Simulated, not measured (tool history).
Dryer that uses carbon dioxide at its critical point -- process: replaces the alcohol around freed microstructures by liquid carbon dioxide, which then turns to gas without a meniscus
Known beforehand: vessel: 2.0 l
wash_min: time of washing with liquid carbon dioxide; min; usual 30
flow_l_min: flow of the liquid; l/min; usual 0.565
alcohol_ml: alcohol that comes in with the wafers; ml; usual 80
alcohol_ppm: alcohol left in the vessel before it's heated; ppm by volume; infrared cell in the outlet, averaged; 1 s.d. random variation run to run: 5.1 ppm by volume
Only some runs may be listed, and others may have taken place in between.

run,hour,wash_min,flow_l_min,alcohol_ml,alcohol_ppm
1,0,30,0.565,80,150
2,37.1,30,0.565,80,168
3,71.8,30,0.874,80,64
4,108.9,20,0.874,80,190
# hour 124.7: inlet filter changed
5,141.3,30,0.565,80,145
6,170.1,30,0.565,80,163
7,191.4,30,0.565,83,160
8,230.6,30,0.565,80,177
9,274,30,0.565,80,191
10,315.4,30,0.565,80,203
11,348.7,30,0.565,80,220
12,397.8,30,0.859,80,147
13,424,30,0.565,71,238
14,450.7,30,0.565,71,262
15,484.4,30,0.565,80,277
16,514.5,30,0.485,80,454
17,550.6,30,0.485,80,484
# hour 560.6: inlet filter changed
18,586.8,23,0.565,80,472
19,622.5,23,0.565,80,514
20,661.1,23,0.565,80,527
21,700.2,23,0.565,80,544
22,723.7,23,0.565,80,564
23,745.2,30,0.565,65,291
# hour 775.1: purifier's bed changed
24,777,30,0.565,65,69
25,810,30,0.565,26,46
26,845.2,30,0.594,80,98
27,872.5,30,0.594,80,112
28,902.6,26,0.565,80,301
29,934.4,26,0.393,25,418
30,983.4,26,0.393,25,453
# hour 1000.9: inlet filter changed
31,1024.8,48,0.774,25,69
32,1073.1,20,0.688,22,149
33,1096.5,38,0.709,76,92
34,1119.3,26,0.565,31,156
35,1156,24,0.652,81,244
36,1187.3,24,0.652,81,252
37,1207.8,18,0.391,28,1222
38,1253.4,18,0.391,28,1251
39,1279.5,21,0.539,28,403
40,1299.5,27,0.429,44,511
41,1336,27,0.429,44,534
42,1383.5,23,0.565,38,376
43,1432.1,23,0.473,95,1404
# hour 1438: inlet filter changed
44,1465.2,23,0.473,95,926
45,1504.6,30,0.511,93,321
46,1526.3,30,0.584,35,208
47,1570.4,21,0.565,47,510

Predict each of these 4 candidate next runs independently; none follows another, all start after run 47:
A,1603,21,0.755,97,?
B,1603,21,0.386,47,?
C,1603,30,0.565,95,?
D,1603,27,0.565,44,?

run,alcohol_ppm
A,361
B,1391
C,299
D,296
Without the tool's hidden state the same runs would have given:
run,alcohol_ppm
A,120
B,1013
C,78
D,75
